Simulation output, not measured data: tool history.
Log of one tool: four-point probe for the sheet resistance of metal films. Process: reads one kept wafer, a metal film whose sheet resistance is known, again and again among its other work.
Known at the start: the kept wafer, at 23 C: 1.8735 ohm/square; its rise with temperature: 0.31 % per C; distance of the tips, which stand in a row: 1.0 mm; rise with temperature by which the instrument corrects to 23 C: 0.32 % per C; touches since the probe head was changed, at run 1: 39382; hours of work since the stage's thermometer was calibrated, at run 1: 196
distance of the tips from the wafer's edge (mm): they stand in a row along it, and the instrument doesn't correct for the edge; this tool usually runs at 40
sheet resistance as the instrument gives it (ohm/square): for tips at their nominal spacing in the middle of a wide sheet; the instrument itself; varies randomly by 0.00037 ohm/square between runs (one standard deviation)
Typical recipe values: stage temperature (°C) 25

run,hour,stage temperature (°C),distance of the tips from the wafer's edge (mm),touches since the probe head was changed,hours of work since the stage's thermometer was calibrated,sheet resistance as the instrument gives it (ohm/square)
1,0,25,40,39382,196,1.874106
2,35.8,25,40,41010,215,1.874078
3,64.7,25,40,42322,230,1.873616
4,109.3,25,40,44348,252,1.874546
# hour 112: stage's thermometer calibrated
5,131.1,34,40,45314,10,1.872243
6,161.7,34,40,46707,25,1.872206
7,194.9,20,40,48212,42,1.876537
8,226.7,28,40,49660,59,1.874975
9,273.8,32,3,51797,83,1.978211
# hour 290.1: stage's thermometer calibrated, once more
10,321,19,7,53919,16,1.897362
11,369.6,27,20,56129,41,1.877309
12,418,29,40,58329,66,1.874965
13,456.5,29,40,60076,85,1.875538

4 ways to go on from here, each from the tool as it stands after run 13. What would each give?
A,502.8,34,66,62178,109,?
B,502.8,21,40,62178,109,?
C,502.8,25,3,62178,109,?
D,502.8,22,4,62178,109,?

run,sheet resistance as the instrument gives it (ohm/square)
A,1.873065
B,1.87772
C,1.981618
D,1.937594
Take away the tool's hidden state, keep each run's random variation, and the runs would have read:
run,sheet resistance as the instrument gives it (ohm/square)
A,1.870319
B,1.874959
C,1.978718
D,1.934752

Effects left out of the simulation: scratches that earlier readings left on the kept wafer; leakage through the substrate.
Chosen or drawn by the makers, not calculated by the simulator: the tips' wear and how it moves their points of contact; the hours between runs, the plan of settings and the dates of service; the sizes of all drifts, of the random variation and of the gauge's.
